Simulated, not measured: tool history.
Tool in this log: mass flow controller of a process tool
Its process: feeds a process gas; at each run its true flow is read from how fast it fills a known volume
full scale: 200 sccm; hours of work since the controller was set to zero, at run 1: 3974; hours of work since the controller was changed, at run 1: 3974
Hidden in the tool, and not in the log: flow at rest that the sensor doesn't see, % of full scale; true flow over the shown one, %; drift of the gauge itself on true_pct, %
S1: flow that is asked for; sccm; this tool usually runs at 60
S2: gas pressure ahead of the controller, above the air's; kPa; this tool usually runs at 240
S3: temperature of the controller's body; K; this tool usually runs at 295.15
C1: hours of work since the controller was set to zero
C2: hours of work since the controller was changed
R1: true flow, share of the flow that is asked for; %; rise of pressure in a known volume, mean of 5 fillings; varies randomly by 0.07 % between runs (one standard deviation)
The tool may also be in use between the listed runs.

Run 1, hour 0.0: usual settings; C1 3974; C2 3974. Result: R1 97.92 %.
Run 2, hour 63.2: usual settings; C1 3994; C2 3994. Result: R1 98.01 %.
Run 3, hour 152.1: usual settings; C1 4022; C2 4022. Result: R1 97.87 %.
Run 4, hour 200.8: usual settings; C1 4037; C2 4037. Result: R1 97.81 %.
Run 5, hour 251.5: usual settings; C1 4053; C2 4053. Result: R1 97.99 %.
Run 6, hour 350.4: usual settings; C1 4084; C2 4084. Result: R1 97.82 %.
Run 7, hour 434.5: usual settings; C1 4111; C2 4111. Result: R1 97.79 %.
Run 8, hour 519.0: usual settings but S1 137 sccm; C1 4137; C2 4137. Result: R1 98.76 %.
Run 9, hour 611.8: usual settings but S1 137 sccm; C1 4167; C2 4167. Result: R1 98.84 %.
Run 10, hour 687.4: usual settings; C1 4191; C2 4191. Result: R1 97.75 %.
Run 11, hour 740.9: usual settings; C1 4208; C2 4208. Result: R1 97.91 %.
Run 12, hour 853.3: usual settings but S2 196 kPa; C1 4243; C2 4243. Result: R1 97.88 %.
Run 13, hour 964.6: usual settings but S2 196 kPa; C1 4278; C2 4278. Result: R1 97.68 %.
Run 14, hour 1060.7: usual settings but S2 196 kPa; C1 4309; C2 4309. Result: R1 97.74 %.
Run 15, hour 1132.9: usual settings but S1 52 sccm, S2 196 kPa; C1 4331; C2 4331. Result: R1 97.50 %.
Run 16, hour 1238.4: usual settings but S1 52 sccm, S2 196 kPa; C1 4365; C2 4365. Result: R1 97.70 %.
Run 17, hour 1300.7: usual settings but S1 52 sccm, S2 196 kPa; C1 4384; C2 4384. Result: R1 97.50 %.
Run 18, hour 1366.8: usual settings but S1 52 sccm, S2 196 kPa; C1 4405; C2 4405. Result: R1 97.56 %.
Run 19, hour 1468.6: usual settings but S1 52 sccm, S2 196 kPa; C1 4437; C2 4437. Result: R1 97.74 %.
Run 20, hour 1530.5: usual settings but S1 52 sccm, S2 196 kPa; C1 4457; C2 4457. Result: R1 97.74 %.
Run 21, hour 1598.1: usual settings but S2 159 kPa; C1 4478; C2 4478. Result: R1 97.88 %.
Run 22, hour 1708.9: usual settings but S2 159 kPa; C1 4513; C2 4513. Result: R1 97.81 %.
Run 23, hour 1789.9: usual settings but S1 23 sccm, S3 301.15 K; C1 4539; C2 4539. Result: R1 97.26 %.
Run 24, hour 1899.6: usual settings but S1 35 sccm, S2 177 kPa, S3 306.15 K; C1 4573; C2 4573. Result: R1 97.88 %.
Run 25, hour 1981.1: usual settings but S1 147 sccm, S2 199 kPa; C1 4599; C2 4599. Result: R1 98.80 %.
Run 26, hour 2091.9: usual settings but S1 152 sccm, S2 220 kPa; C1 4634; C2 4634. Result: R1 98.71 %.
Run 27, hour 2163.8: usual settings but S1 26 sccm, S2 258 kPa, S3 302.15 K; C1 4657; C2 4657. Result: R1 97.29 %.
Run 28, hour 2237.8: usual settings but S1 57 sccm, S2 213 kPa, S3 304.15 K; C1 4680; C2 4680. Result: R1 97.99 %.
Run 29, hour 2289.0: usual settings but S1 94 sccm, S2 225 kPa, S3 311.15 K; C1 4696; C2 4696. Result: R1 98.66 %.
Run 30, hour 2346.9: usual settings but S1 94 sccm, S2 225 kPa, S3 311.15 K; C1 4715; C2 4715. Result: R1 98.66 %.
Run 31, hour 2439.8: usual settings but S1 34 sccm, S2 224 kPa, S3 297.15 K; C1 4744; C2 4744. Result: R1 97.17 %.
Run 32, hour 2540.7: usual settings but S2 211 kPa; C1 4776; C2 4776. Result: R1 97.56 %.
Run 33, hour 2615.1: usual settings but S2 211 kPa, S3 312.15 K; C1 4799; C2 4799. Result: R1 98.28 %.
Run 34, hour 2689.5: usual settings but S2 176 kPa, S3 305.15 K; C1 4823; C2 4823. Result: R1 98.00 %.
Run 35, hour 2805.0: usual settings but S2 176 kPa, S3 305.15 K; C1 4859; C2 4859. Result: R1 97.91 %.
Run 36, hour 2912.2: usual settings but S2 176 kPa, S3 305.15 K; C1 4893; C2 4893. Result: R1 97.93 %.
Run 37, hour 2966.5: usual settings but S1 130 sccm, S2 145 kPa, S3 296.15 K; C1 4910; C2 4910. Result: R1 98.59 %.
Run 38, hour 3026.3: usual settings but S1 130 sccm, S2 145 kPa, S3 296.15 K; C1 4929; C2 4929. Result: R1 98.63 %.
Run 39, hour 3097.7: usual settings but S3 299.15 K; C1 4952; C2 4952. Result: R1 97.27 %.
Run 40, hour 3191.5: usual settings but S3 299.15 K; C1 4981; C2 4981. Result: R1 97.32 %.
Run 41, hour 3284.4: usual settings but S2 222 kPa; C1 5011; C2 5011. Result: R1 97.18 %.

Selected run-to-run steps in R1, each split into two signed amounts: the part the tool would show with no hidden state at all (from settings, incoming material and random variation), and the remainder, which goes to the hidden state together with any gauge scatter not common to the measured and the hidden-state-free results:
Run 11 -> 12: S2 240 -> 196. R1 -0.03 %: hidden state -0.04, all else +0.01.
Run 22 -> 23: S1 60 -> 23, S2 159 -> 240, S3 295.15 -> 301.15. R1 -0.55 %: hidden state -0.05, all else -0.50.
Run 26 -> 27: S1 152 -> 26, S2 220 -> 258, S3 295.15 -> 302.15. R1 -1.42 %: hidden state -0.06, all else -1.36.
Run 30 -> 31: S1 94 -> 34, S2 225 -> 224, S3 311.15 -> 297.15. R1 -1.49 %: hidden state -0.04, all else -1.45.
Run 38 -> 39: S1 130 -> 60, S2 145 -> 240, S3 296.15 -> 299.15. R1 -1.36 %: hidden state -0.02, all else -1.34.

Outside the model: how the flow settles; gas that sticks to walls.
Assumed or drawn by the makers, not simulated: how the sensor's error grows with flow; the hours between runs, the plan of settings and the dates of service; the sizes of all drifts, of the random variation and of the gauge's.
